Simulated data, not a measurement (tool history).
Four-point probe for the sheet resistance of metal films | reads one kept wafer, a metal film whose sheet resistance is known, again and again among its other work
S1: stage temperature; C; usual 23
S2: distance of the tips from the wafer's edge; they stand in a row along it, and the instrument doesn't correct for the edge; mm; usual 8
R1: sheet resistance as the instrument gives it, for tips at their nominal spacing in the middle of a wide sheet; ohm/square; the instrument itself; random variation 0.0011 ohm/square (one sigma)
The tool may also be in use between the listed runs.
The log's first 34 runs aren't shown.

run	hour	S1	S2	R1
35	2865.0	22	8	5.245804
36	2935.7	25	27	5.212016
37	3004.3	25	27	5.211974
38	3088.6	25	27	5.209935
39	3204.4	25	27	5.206759
40	3318.9	25	27	5.206341
41	3432.4	31	8	5.258157
# hour 3494.1: stage's thermometer calibrated
42	3523.8	32	73	5.220178
43	3591.5	26	37	5.205806
44	3687.0	29	8	5.252528
45	3798.7	26	13	5.217647

Forecast each of these 3 alternatives for the next run:
A	3887.3	26	61	?
B	3887.3	26	11	?
C	3887.3	35	8	?

run	R1
A	5.201586
B	5.222572
C	5.264358
Without the tool's hidden state the same runs would have given:
run	R1
A	5.259760
B	5.280962
C	5.323180
